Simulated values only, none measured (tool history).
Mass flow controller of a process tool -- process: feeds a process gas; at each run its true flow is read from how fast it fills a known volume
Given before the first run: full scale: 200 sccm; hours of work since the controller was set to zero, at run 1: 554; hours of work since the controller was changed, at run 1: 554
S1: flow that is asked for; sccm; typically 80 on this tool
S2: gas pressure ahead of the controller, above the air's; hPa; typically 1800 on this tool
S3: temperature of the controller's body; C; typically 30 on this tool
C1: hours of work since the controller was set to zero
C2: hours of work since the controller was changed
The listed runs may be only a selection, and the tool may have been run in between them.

Run 1, hour 0.0: usual settings; C1 554; C2 554. Result: true flow (%) 99.09.
Run 2, hour 61.8: usual settings; C1 597; C2 597. Result: true flow (%) 98.91.
Run 3, hour 103.3: usual settings; C1 626; C2 626. Result: true flow (%) 99.06.
Run 4, hour 142.0: usual settings; C1 653; C2 653. Result: true flow (%) 99.00.
Run 5, hour 220.1: usual settings; C1 708; C2 708. Result: true flow (%) 98.94.
Run 6, hour 307.8: usual settings but S3 28 C; C1 769; C2 769. Result: true flow (%) 99.22.
Run 7, hour 363.7: usual settings but S3 28 C; C1 808; C2 808. Result: true flow (%) 99.20.
Run 8, hour 413.3: usual settings; C1 843; C2 843. Result: true flow (%) 99.00.
Run 9, hour 484.0: usual settings but S2 1490 hPa; C1 892; C2 892. Result: true flow (%) 98.82.
Run 10, hour 526.5: usual settings but S3 32 C; C1 922; C2 922. Result: true flow (%) 98.69.
Run 11, hour 599.6: usual settings but S3 32 C; C1 973; C2 973. Result: true flow (%) 98.68.
Run 12, hour 650.7: usual settings but S3 32 C; C1 1009; C2 1009. Result: true flow (%) 98.79.
Run 13, hour 723.2: usual settings but S3 32 C; C1 1059; C2 1059. Result: true flow (%) 98.81.
Run 14, hour 804.2: usual settings but S1 109 sccm; C1 1116; C2 1116. Result: true flow (%) 99.05.
Run 15, hour 863.1: usual settings but S1 109 sccm; C1 1157; C2 1157. Result: true flow (%) 98.98.
Run 16, hour 940.2: usual settings but S1 109 sccm; C1 1211; C2 1211. Result: true flow (%) 98.85.
Run 17, hour 1013.2: usual settings but S1 109 sccm; C1 1262; C2 1262. Result: true flow (%) 98.79.
Run 18, hour 1073.2: usual settings but S1 109 sccm; C1 1304; C2 1304. Result: true flow (%) 98.92.
Run 19, hour 1163.2: usual settings but S1 59 sccm; C1 1367; C2 1367. Result: true flow (%) 98.66.
Run 20, hour 1202.6: usual settings; C1 1395; C2 1395. Result: true flow (%) 98.71.
Run 21, hour 1251.4: usual settings; C1 1429; C2 1429. Result: true flow (%) 98.73.
Run 22, hour 1344.8: usual settings; C1 1494; C2 1494. Result: true flow (%) 98.72.
Run 23, hour 1386.8: usual settings but S2 1740 hPa; C1 1524; C2 1524. Result: true flow (%) 98.76.
Run 24, hour 1440.3: usual settings but S2 1740 hPa; C1 1561; C2 1561. Result: true flow (%) 98.65.
Run 25, hour 1488.6: usual settings but S2 1740 hPa; C1 1595; C2 1595. Result: true flow (%) 98.64.
Run 26, hour 1559.2: usual settings but S3 32 C; C1 1644; C2 1644. Result: true flow (%) 98.50.
Run 27, hour 1620.4: usual settings but S2 1590 hPa; C1 1687; C2 1687. Result: true flow (%) 98.53.
Run 28, hour 1713.0: usual settings but S1 64 sccm, S2 1950 hPa, S3 24 C; C1 1752; C2 1752. Result: true flow (%) 99.19.
Run 29, hour 1792.8: usual settings but S2 1920 hPa, S3 34 C; C1 1807; C2 1807. Result: true flow (%) 98.09.
At hour 1799.8: controller's zero set anew.
Run 30, hour 1881.2: usual settings but S1 49 sccm, S2 2190 hPa, S3 25 C; C1 57; C2 1869. Result: true flow (%) 98.83.
Run 31, hour 1924.5: usual settings but S1 49 sccm, S2 2190 hPa, S3 25 C; C1 87; C2 1899. Result: true flow (%) 98.70.
Run 32, hour 2003.5: usual settings but S1 29 sccm, S2 1780 hPa, S3 22 C; C1 143; C2 1955. Result: true flow (%) 98.52.
Run 33, hour 2084.3: usual settings but S1 82 sccm; C1 199; C2 2011. Result: true flow (%) 98.45.
Run 34, hour 2165.8: usual settings but S1 114 sccm, S2 1670 hPa, S3 24 C; C1 256; C2 2068. Result: true flow (%) 99.12.
At hour 2244.0: controller's zero set anew, once more.
Run 35, hour 2244.0: usual settings but S1 114 sccm, S2 1670 hPa, S3 37 C; C1 0; C2 2122. Result: true flow (%) 97.93.
Run 36, hour 2295.5: usual settings but S1 34 sccm, S2 2020 hPa, S3 40 C; C1 36; C2 2158. Result: true flow (%) 97.44.
Run 37, hour 2350.6: usual settings but S1 34 sccm, S2 2020 hPa, S3 40 C; C1 75; C2 2197. Result: true flow (%) 97.49.
Run 38, hour 2429.0: usual settings but S1 34 sccm, S2 2020 hPa, S3 40 C; C1 129; C2 2252. Result: true flow (%) 97.45.
Run 39, hour 2520.1: usual settings but S1 34 sccm, S2 2020 hPa, S3 40 C; C1 193; C2 2315. Result: true flow (%) 97.21.
Run 40, hour 2559.2: usual settings but S1 34 sccm, S2 2020 hPa, S3 40 C; C1 220; C2 2343. Result: true flow (%) 97.40.
Run 41, hour 2619.2: usual settings but S1 25 sccm, S2 2730 hPa, S3 29 C; C1 262; C2 2385. Result: true flow (%) 98.53.
Run 42, hour 2662.8: usual settings but S1 25 sccm, S2 2320 hPa, S3 22 C; C1 293; C2 2415. Result: true flow (%) 99.06.
Run 43, hour 2756.5: usual settings but S1 30 sccm, S2 1880 hPa, S3 38 C; C1 358; C2 2481. Result: true flow (%) 97.41.
Run 44, hour 2819.5: usual settings but S1 133 sccm, S3 26 C; C1 403; C2 2525. Result: true flow (%) 99.08.

The next listed run, before its measurement:
Run 45, hour 2904.4: usual settings but S1 133 sccm, S3 26 C; C1 462; C2 2584. Result: true flow (%) ?.

{"run 45": {"true flow (%)": 99.11}}
Had the tool carried no hidden state, the very same run would have given true flow (%) 99.75.
